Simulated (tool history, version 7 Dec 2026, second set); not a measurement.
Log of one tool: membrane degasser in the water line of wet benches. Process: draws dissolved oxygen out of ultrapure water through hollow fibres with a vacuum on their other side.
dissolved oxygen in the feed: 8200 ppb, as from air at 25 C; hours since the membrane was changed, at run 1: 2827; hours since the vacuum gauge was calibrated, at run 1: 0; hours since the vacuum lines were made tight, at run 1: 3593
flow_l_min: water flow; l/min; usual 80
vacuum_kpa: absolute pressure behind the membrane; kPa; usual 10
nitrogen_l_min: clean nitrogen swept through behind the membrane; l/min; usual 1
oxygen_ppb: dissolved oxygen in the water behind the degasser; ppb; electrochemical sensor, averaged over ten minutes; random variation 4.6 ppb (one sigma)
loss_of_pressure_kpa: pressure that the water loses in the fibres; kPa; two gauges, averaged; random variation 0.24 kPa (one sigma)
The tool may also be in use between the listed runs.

| run | hour | flow_l_min | vacuum_kpa | nitrogen_l_min | hours since the membrane was changed | hours since the vacuum gauge was calibrated | hours since the vacuum lines were made tight | oxygen_ppb | loss_of_pressure_kpa |
|---|---|---|---|---|---|---|---|---|---|
| 1 | 0 | 80 | 10 | 1 | 2827 | 0 | 3593 | 932.5 | 64.45 |
| 2 | 97.2 | 80 | 9.8 | 1 | 2924 | 97 | 3690 | 909.4 | 64.43 |
| 3 | 175.6 | 80 | 7.2 | 1 | 3003 | 176 | 3768 | 611.6 | 64.22 |
| 4 | 249.1 | 80 | 10 | 1 | 3076 | 249 | 3842 | 931.9 | 63.68 |
| 5 | 414 | 80 | 10 | 1 | 3241 | 414 | 4007 | 930.2 | 63.67 |
| 6 | 570.7 | 80 | 10 | 1 | 3398 | 571 | 4163 | 930.2 | 64.23 |
| 7 | 730.8 | 80 | 12.4 | 1 | 3558 | 731 | 4323 | 1190 | 64.45 |
| 8 | 815.7 | 80 | 12.4 | 1 | 3643 | 816 | 4408 | 1185.3 | 64.18 |
| 9 | 899.9 | 80 | 20.8 | 1 | 3727 | 900 | 4493 | 2014.2 | 63.96 |
| 10 | 1010.3 | 80 | 20.8 | 1 | 3837 | 1010 | 4603 | 2006.7 | 63.82 |
| 11 | 1158.5 | 80 | 20.8 | 1 | 3986 | 1158 | 4751 | 2025.1 | 64.22 |
| 12 | 1282 | 80 | 20.8 | 1 | 4109 | 1282 | 4875 | 2010.7 | 64.42 |
|  | 1333.4 | seals of the vacuum lines changed |
| 13 | 1387.1 | 80 | 20.8 | 0.85 | 4212 | 1385 | 54 | 2204 | 64.69 |
| 14 | 1486.8 | 80 | 10 | 0.98 | 4312 | 1485 | 153 | 944.3 | 63.9 |
| 15 | 1595.2 | 80 | 10 | 0.75 | 4420 | 1593 | 262 | 1088.2 | 64.13 |
| 16 | 1765 | 77 | 7.3 | 0.56 | 4590 | 1763 | 432 | 805.5 | 61.82 |
| 17 | 1945 | 63 | 18.2 | 0.91 | 4770 | 1943 | 612 | 1603.6 | 50.14 |
| 18 | 2102.4 | 73 | 18.2 | 1.33 | 4928 | 2100 | 769 | 1395.3 | 58.54 |

The next listed run, before its measurement:
| 19 | 2266.9 | 73 | 19.1 | 2.27 | 5092 | 2265 | 934 | ? | ? |

{"run 19": {"oxygen_ppb": 1026.4, "loss_of_pressure_kpa": 59.1}}
Without the tool's hidden state the same run would have given oxygen_ppb 1026.2 ppb, loss_of_pressure_kpa 59.07 kPa.
